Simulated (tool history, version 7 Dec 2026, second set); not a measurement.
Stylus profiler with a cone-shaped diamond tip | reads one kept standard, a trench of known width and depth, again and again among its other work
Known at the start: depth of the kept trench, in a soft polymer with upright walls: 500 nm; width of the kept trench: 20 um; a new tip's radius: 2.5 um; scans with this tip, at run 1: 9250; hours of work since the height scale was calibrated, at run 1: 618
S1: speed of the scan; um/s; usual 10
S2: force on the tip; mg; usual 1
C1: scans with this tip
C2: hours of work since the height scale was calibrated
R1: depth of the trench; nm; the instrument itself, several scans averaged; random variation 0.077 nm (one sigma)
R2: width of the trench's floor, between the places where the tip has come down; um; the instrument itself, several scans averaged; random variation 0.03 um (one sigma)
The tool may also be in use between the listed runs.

Run 1, hour 0: usual settings; C1 9250; C2 618. Result: R1 501.25 nm, R2 16.53 um.
Run 2, hour 22.7: usual settings but S1 3 um/s; C1 9490; C2 634. Result: R1 501.08 nm, R2 16.63 um.
Run 3, hour 42.6: usual settings but S1 3 um/s; C1 9700; C2 648. Result: R1 501.17 nm, R2 16.64 um.
Run 4, hour 66.2: usual settings but S1 4 um/s; C1 9950; C2 665. Result: R1 501.03 nm, R2 16.58 um.
Run 5, hour 92.2: usual settings but S1 27 um/s; C1 10225; C2 683. Result: R1 501.04 nm, R2 16.46 um.
Run 6, hour 111.7: usual settings; C1 10431; C2 697. Result: R1 501.17 nm, R2 16.57 um.

Forecast run 7:
At hour 113.4: height scale calibrated on a step standard.
Run 7, hour 130.5: usual settings; C1 10625; C2 12. Result: R1 ?, R2 ?.

{"run 7": {"R1": 500.89, "R2": 16.52}}
Without the tool's hidden state the same run would have given R1 502.03 nm, R2 16.9 um.
